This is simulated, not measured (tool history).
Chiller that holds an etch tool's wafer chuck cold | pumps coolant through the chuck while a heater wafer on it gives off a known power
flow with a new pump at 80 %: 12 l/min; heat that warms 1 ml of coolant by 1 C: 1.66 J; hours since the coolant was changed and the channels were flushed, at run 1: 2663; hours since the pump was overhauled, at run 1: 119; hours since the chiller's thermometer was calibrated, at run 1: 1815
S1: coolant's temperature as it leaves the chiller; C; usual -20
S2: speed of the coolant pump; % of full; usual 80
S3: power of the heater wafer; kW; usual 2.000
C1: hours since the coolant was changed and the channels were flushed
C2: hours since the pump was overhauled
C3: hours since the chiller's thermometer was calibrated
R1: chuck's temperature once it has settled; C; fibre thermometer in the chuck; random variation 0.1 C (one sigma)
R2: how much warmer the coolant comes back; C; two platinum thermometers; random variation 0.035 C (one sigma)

| run | hour | S1 | S2 | S3 | C1 | C2 | C3 | R1 | R2 |
|---|---|---|---|---|---|---|---|---|---|
| 1 | 0.0 | -20 | 80 | 2.000 | 2663 | 119 | 1815 | 3.5 | 6.08 |
| 2 | 26.8 | -20 | 80 | 2.000 | 2690 | 146 | 1841 | 3.3 | 6.09 |
| 3 | 41.8 | -20 | 80 | 2.000 | 2705 | 161 | 1856 | 3.3 | 6.14 |
| 4 | 68.4 | -20 | 80 | 2.581 | 2731 | 187 | 1883 | 10.6 | 7.91 |
| 5 | 95.5 | -21 | 80 | 2.581 | 2758 | 215 | 1910 | 9.4 | 7.83 |
| 6 | 116.2 | -21 | 80 | 2.581 | 2779 | 235 | 1931 | 9.5 | 7.91 |
| 7 | 133.1 | -21 | 80 | 2.581 | 2796 | 252 | 1948 | 9.6 | 7.92 |
| 8 | 163.2 | -21 | 80 | 2.581 | 2826 | 282 | 1978 | 9.5 | 7.88 |
| 9 | 196.2 | -21 | 80 | 2.581 | 2859 | 315 | 2011 | 9.4 | 7.78 |
| 10 | 228.0 | -21 | 80 | 2.581 | 2891 | 347 | 2043 | 9.6 | 7.90 |
| 11 | 251.9 | -26 | 80 | 2.000 | 2915 | 371 | 2066 | -2.3 | 6.10 |
| 12 | 272.5 | -26 | 80 | 2.000 | 2935 | 392 | 2087 | -2.5 | 6.12 |
|  | 279.9 | coolant pump overhauled |
| 13 | 294.9 | -26 | 80 | 2.000 | 2953 | 15 | 2104 | -2.2 | 6.17 |
| 14 | 325.6 | -24 | 80 | 2.000 | 2984 | 46 | 2135 | -0.3 | 6.22 |
| 15 | 351.9 | -24 | 80 | 2.000 | 3010 | 72 | 2161 | -0.1 | 6.23 |
| 16 | 379.2 | -24 | 80 | 2.000 | 3037 | 99 | 2189 | -0.3 | 6.18 |
|  | 400.0 | coolant pump overhauled, once more |
| 17 | 409.5 | -24 | 80 | 2.000 | 3062 | 10 | 2214 | -0.7 | 5.95 |
| 18 | 441.2 | -20 | 80 | 1.313 | 3094 | 41 | 2246 | -4.8 | 3.99 |
| 19 | 462.7 | -20 | 85 | 1.313 | 3116 | 63 | 2267 | -5.7 | 3.67 |
| 20 | 491.7 | -20 | 85 | 1.313 | 3145 | 92 | 2296 | -5.6 | 3.72 |
| 21 | 522.8 | -27 | 74 | 1.044 | 3176 | 123 | 2327 | -14.1 | 3.45 |
| 22 | 538.8 | -22 | 68 | 1.044 | 3192 | 139 | 2343 | -7.7 | 3.77 |
| 23 | 566.5 | -21 | 86 | 2.000 | 3219 | 167 | 2371 | 0.8 | 5.56 |
| 24 | 587.2 | -25 | 69 | 1.748 | 3240 | 187 | 2392 | -1.4 | 6.20 |
| 25 | 617.8 | -20 | 80 | 1.017 | 3271 | 218 | 2422 | -8.2 | 3.09 |
| 26 | 637.7 | -20 | 80 | 1.017 | 3291 | 238 | 2442 | -8.1 | 3.06 |
| 27 | 657.4 | -29 | 89 | 1.347 | 3310 | 257 | 2462 | -14.8 | 3.59 |
| 28 | 684.7 | -29 | 89 | 1.347 | 3338 | 285 | 2489 | -14.9 | 3.58 |
| 29 | 700.2 | -22 | 96 | 1.116 | 3353 | 300 | 2505 | -11.0 | 2.85 |
| 30 | 730.0 | -15 | 65 | 1.556 | 3383 | 330 | 2535 | 7.4 | 5.91 |
| 31 | 757.1 | -22 | 86 | 1.720 | 3410 | 357 | 2562 | -3.3 | 4.78 |
| 32 | 788.3 | -20 | 80 | 2.411 | 3441 | 388 | 2593 | 8.4 | 7.27 |

Forecast each of these 3 alternatives for the next run:
| A | 820.0 | -20 | 80 | 2.411 | 3473 | 420 | 2625 | ? | ? |
| B | 820.0 | -20 | 97 | 1.212 | 3473 | 420 | 2625 | ? | ? |
| C | 820.0 | -20 | 80 | 1.340 | 3473 | 420 | 2625 | ? | ? |

| run | R1 | R2 |
|---|---|---|
| A | 8.4 | 7.32 |
| B | -8.1 | 2.96 |
| C | -4.2 | 3.98 |
Without the tool's hidden state the same runs would have given:
| run | R1 | R2 |
|---|---|---|
| A | 6.7 | 7.31 |
| B | -8.8 | 2.95 |
| C | -5.1 | 3.98 |
